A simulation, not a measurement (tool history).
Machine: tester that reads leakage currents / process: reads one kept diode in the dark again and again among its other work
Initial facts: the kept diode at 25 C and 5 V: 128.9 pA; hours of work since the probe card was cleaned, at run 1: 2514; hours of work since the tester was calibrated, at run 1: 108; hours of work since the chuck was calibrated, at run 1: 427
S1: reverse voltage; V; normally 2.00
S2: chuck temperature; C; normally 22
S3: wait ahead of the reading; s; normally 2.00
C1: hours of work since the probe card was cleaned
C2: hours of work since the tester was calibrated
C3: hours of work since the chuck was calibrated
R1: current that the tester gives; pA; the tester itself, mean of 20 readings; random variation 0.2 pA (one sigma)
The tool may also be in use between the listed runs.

run,day,S1,S2,S3,C1,C2,C3,R1
1,0.000,2.00,22,2.00,2514,108,427,72.01
2,7.133,2.00,27,2.00,2591,185,505,114.81
3,14.554,2.00,22,2.00,2672,266,585,73.06
4,20.950,2.00,22,2.00,2741,335,655,74.31
5,28.125,1.79,22,2.00,2819,413,733,70.86
6,33.633,8.30,22,2.00,2879,473,792,153.44
7,42.496,8.30,22,2.00,2975,569,889,155.80
8,46.142,8.30,22,2.00,3015,609,928,156.16
9,54.821,2.00,22,2.00,3109,703,1022,77.60
10,59.362,5.26,22,2.00,3158,752,1072,126.16
11,63.333,5.26,22,2.00,3201,795,1115,126.56
12,71.667,5.26,22,2.00,3292,886,1205,127.90
13,78.796,1.33,60,2.45,3369,963,1283,1643.09
14,83.792,1.33,60,2.45,3423,1017,1337,1654.76
15,88.375,1.33,60,2.45,3473,1067,1387,1663.62
16,95.908,1.33,60,3.29,3555,1149,1469,1675.63
17,103.525,16.31,60,3.29,3638,1232,1551,5178.26
18,108.425,16.31,30,1.56,3691,1285,1604,471.70
19,116.904,7.71,20,1.56,3783,1377,1697,141.24
# day 122.962: probe card cleaned and baked
20,122.962,4.57,32,1.16,0,1441,1761,291.48

For each entry between runs, how does the tool's hidden state at the last listed run before it compare with that at the first listed run after it?
After run 19, before run 20: probe card cleaned and baked (day 122.962)
  stray current of the dirty probe card, pA a volt: 3.026 -> 0.021; current scale over the true one, %: 0.49 -> 0.51; true chuck temperature over the reading, C: 1.96 -> 2.05
  difference, measured minus the result without the unlogged condition, R1: +44.11 -> +50.61 pA
